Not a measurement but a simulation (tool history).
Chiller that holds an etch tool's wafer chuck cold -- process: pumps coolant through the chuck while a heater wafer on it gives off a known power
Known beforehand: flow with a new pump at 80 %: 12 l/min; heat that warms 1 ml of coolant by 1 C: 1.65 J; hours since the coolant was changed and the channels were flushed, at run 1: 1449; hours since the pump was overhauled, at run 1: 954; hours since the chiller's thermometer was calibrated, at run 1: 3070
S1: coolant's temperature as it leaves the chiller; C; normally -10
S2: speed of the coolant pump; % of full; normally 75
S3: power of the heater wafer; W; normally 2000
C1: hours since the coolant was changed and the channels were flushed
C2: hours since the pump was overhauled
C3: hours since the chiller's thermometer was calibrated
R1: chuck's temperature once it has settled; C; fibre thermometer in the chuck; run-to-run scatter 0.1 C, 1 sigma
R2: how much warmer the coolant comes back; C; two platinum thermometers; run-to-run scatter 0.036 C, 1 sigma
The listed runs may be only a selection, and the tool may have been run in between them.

| run | hour | S1 | S2 | S3 | C1 | C2 | C3 | R1 | R2 |
|---|---|---|---|---|---|---|---|---|---|
| 1 | 0 | -10 | 75 | 2000 | 1449 | 954 | 3070 | 4.9 | 6.61 |
| 2 | 53.9 | -10 | 75 | 1586 | 1503 | 1008 | 3124 | 2.1 | 5.19 |
| 3 | 112.4 | -8 | 75 | 2000 | 1561 | 1066 | 3183 | 7.1 | 6.62 |
| 4 | 175.5 | -10 | 90 | 2000 | 1624 | 1129 | 3246 | 3 | 5.37 |
| 5 | 236.6 | -8 | 75 | 2000 | 1685 | 1191 | 3307 | 7.2 | 6.66 |
| 6 | 323.5 | -8 | 75 | 2000 | 1772 | 1277 | 3394 | 7.1 | 6.65 |
| 7 | 381.5 | -8 | 75 | 2000 | 1830 | 1335 | 3452 | 7.2 | 6.7 |
| 8 | 458.5 | -10 | 92 | 2000 | 1907 | 1412 | 3529 | 3 | 5.33 |
| 9 | 575.4 | -10 | 92 | 2000 | 2024 | 1529 | 3646 | 3 | 5.29 |
| 10 | 630.2 | -10 | 87 | 2000 | 2079 | 1584 | 3700 | 3.8 | 5.68 |
| 11 | 693.9 | -10 | 87 | 2000 | 2143 | 1648 | 3764 | 3.7 | 5.71 |
| 12 | 752.3 | -10 | 75 | 2000 | 2201 | 1706 | 3822 | 5.4 | 6.68 |
| 13 | 813.6 | -10 | 75 | 2000 | 2262 | 1768 | 3884 | 5.5 | 6.7 |
| 14 | 901.6 | -10 | 75 | 2000 | 2350 | 1856 | 3972 | 5.5 | 6.71 |
| 15 | 959.6 | -10 | 75 | 2000 | 2408 | 1914 | 4030 | 5.4 | 6.72 |
| 16 | 1021.6 | -10 | 75 | 2000 | 2470 | 1976 | 4092 | 5.6 | 6.75 |
| 17 | 1123.5 | -15 | 77 | 1935 | 2572 | 2077 | 4194 | -0.1 | 6.32 |
| 18 | 1244.5 | -15 | 77 | 1935 | 2693 | 2198 | 4315 | -0.3 | 6.39 |
|  | 1254.5 | coolant pump overhauled |
| 19 | 1340.6 | -17 | 89 | 1993 | 2784 | 86 | 4406 | -3 | 5.77 |
| 20 | 1403.3 | -3 | 86 | 1961 | 2847 | 149 | 4468 | 11 | 5.89 |
| 21 | 1502.9 | -3 | 86 | 1961 | 2947 | 248 | 4568 | 11.3 | 5.88 |
| 22 | 1609.9 | -3 | 99 | 1961 | 3054 | 355 | 4675 | 9.8 | 5.05 |
| 23 | 1675.8 | -12 | 86 | 1243 | 3120 | 421 | 4741 | -2.7 | 3.74 |
| 24 | 1748.6 | -3 | 75 | 1310 | 3192 | 494 | 4814 | 8 | 4.65 |
| 25 | 1824.1 | -19 | 86 | 1493 | 3268 | 570 | 4889 | -7.9 | 4.51 |
|  | 1944.6 | coolant pump overhauled, once more |
| 26 | 1947.5 | -4 | 75 | 1452 | 3386 | 3 | 5008 | 7.6 | 4.73 |
| 27 | 2059.9 | -9 | 92 | 2813 | 3499 | 115 | 5120 | 9.2 | 7.42 |
| 28 | 2130.5 | -10 | 83 | 1153 | 3569 | 186 | 5191 | -1.4 | 3.38 |
|  | 2141.1 | chiller's thermometer calibrated |
| 29 | 2201.7 | -10 | 83 | 1153 | 3639 | 256 | 61 | -2.3 | 3.38 |
| 30 | 2322.7 | -10 | 83 | 1153 | 3760 | 377 | 182 | -2 | 3.36 |
| 31 | 2386.2 | -11 | 64 | 1039 | 3824 | 441 | 245 | -2.1 | 4.09 |

Below, each run's measurement less what the same run would have read without the hidden state. Both values contain the same run-to-run variation, but the gauge's scatter may not be the same in both:
The hidden state here: heat passed by the chuck's channels, % of clean ones'; flow at a given pump speed, % of a new pump's; coolant's true temperature over the reading, C; drift of the gauge itself on chuck_c, C; drift of the gauge itself on warmer_back_c, C.
| run | R1 | R2 |
|---|---|---|
| 1 | +1 | +0.12 |
| 2 | +0.9 | +0.09 |
| 3 | +1.1 | +0.13 |
| 4 | +1 | +0.11 |
| 5 | +1.2 | +0.14 |
| 6 | +1.2 | +0.16 |
| 7 | +1.3 | +0.17 |
| 8 | +1.2 | +0.13 |
| 9 | +1.3 | +0.15 |
| 10 | +1.3 | +0.16 |
| 11 | +1.3 | +0.17 |
| 12 | +1.4 | +0.21 |
| 13 | +1.5 | +0.22 |
| 14 | +1.5 | +0.23 |
| 15 | +1.5 | +0.24 |
| 16 | +1.6 | +0.25 |
| 17 | +1.6 | +0.24 |
| 18 | +1.6 | +0.26 |
| 19 | +1.8 | +0.37 |
| 20 | +1.9 | +0.39 |
| 21 | +2 | +0.4 |
| 22 | +1.9 | +0.35 |
| 23 | +1.6 | +0.26 |
| 24 | +1.8 | +0.33 |
| 25 | +1.8 | +0.33 |
| 26 | +1.3 | +0.02 |
| 27 | +1.7 | +0.05 |
| 28 | +1.3 | +0.03 |
| 29 | +0.4 | +0.03 |
| 30 | +0.6 | +0.04 |
| 31 | +0.6 | +0.05 |
